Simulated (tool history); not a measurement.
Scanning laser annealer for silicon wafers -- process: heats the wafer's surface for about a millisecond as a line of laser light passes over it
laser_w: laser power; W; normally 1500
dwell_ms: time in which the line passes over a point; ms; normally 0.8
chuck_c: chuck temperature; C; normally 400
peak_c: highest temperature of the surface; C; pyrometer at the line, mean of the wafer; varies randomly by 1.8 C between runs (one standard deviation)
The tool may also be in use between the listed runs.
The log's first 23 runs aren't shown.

| run | hour | laser_w | dwell_ms | chuck_c | hours of work since the window was cleaned | hours of work since the power meter was calibrated | hours of work since the optics were aligned | peak_c |
|---|---|---|---|---|---|---|---|---|
| 24 | 337.9 | 1574 | 0.96 | 369 | 25 | 354 | 451 | 1281 |
|  | 342.9 | window over the wafer cleaned, once more |
| 25 | 359.7 | 1574 | 0.96 | 369 | 8 | 364 | 460 | 1336 |
| 26 | 376.4 | 1574 | 0.96 | 369 | 16 | 372 | 468 | 1336 |
| 27 | 387.7 | 1574 | 0.96 | 369 | 21 | 377 | 474 | 1335 |
| 28 | 396.6 | 1470 | 0.924 | 403 | 26 | 381 | 478 | 1277 |
| 29 | 409.2 | 1470 | 0.924 | 403 | 32 | 388 | 484 | 1276 |
| 30 | 426.6 | 1605 | 0.722 | 384 | 40 | 396 | 492 | 1219 |
| 31 | 445.4 | 1500 | 0.992 | 400 | 49 | 405 | 501 | 1335 |
| 32 | 460.7 | 1500 | 0.992 | 400 | 56 | 412 | 509 | 1330 |
| 33 | 474.5 | 1500 | 0.614 | 370 | 63 | 419 | 515 | 1070 |
| 34 | 493.2 | 1394 | 0.82 | 400 | 72 | 428 | 524 | 1163 |
| 35 | 513.7 | 1394 | 0.744 | 400 | 82 | 437 | 534 | 1118 |
| 36 | 523.5 | 1422 | 0.8 | 402 | 86 | 442 | 539 | 1169 |
| 37 | 541.9 | 1602 | 0.8 | 400 | 95 | 451 | 547 | 1281 |
| 38 | 556.2 | 1602 | 0.779 | 400 | 102 | 458 | 554 | 1269 |
| 39 | 576.7 | 1285 | 0.655 | 407 | 112 | 467 | 564 | 1012 |
| 40 | 593.1 | 1530 | 0.783 | 422 | 119 | 475 | 572 | 1247 |
| 41 | 603 | 1580 | 0.627 | 400 | 124 | 480 | 576 | 1148 |

Here are 3 independent what-if runs from the current tool condition. What would each one return?
| A | 621.3 | 1500 | 0.8 | 403 | 133 | 489 | 585 | ? |
| B | 621.3 | 1566 | 0.8 | 411 | 133 | 489 | 585 | ? |
| C | 621.3 | 1642 | 0.713 | 361 | 133 | 489 | 585 | ? |

| run | peak_c |
|---|---|
| A | 1216 |
| B | 1271 |
| C | 1204 |
Stripped of hidden state, with their random variation kept, the same runs would have yielded:
| run | peak_c |
|---|---|
| A | 1229 |
| B | 1285 |
| C | 1218 |
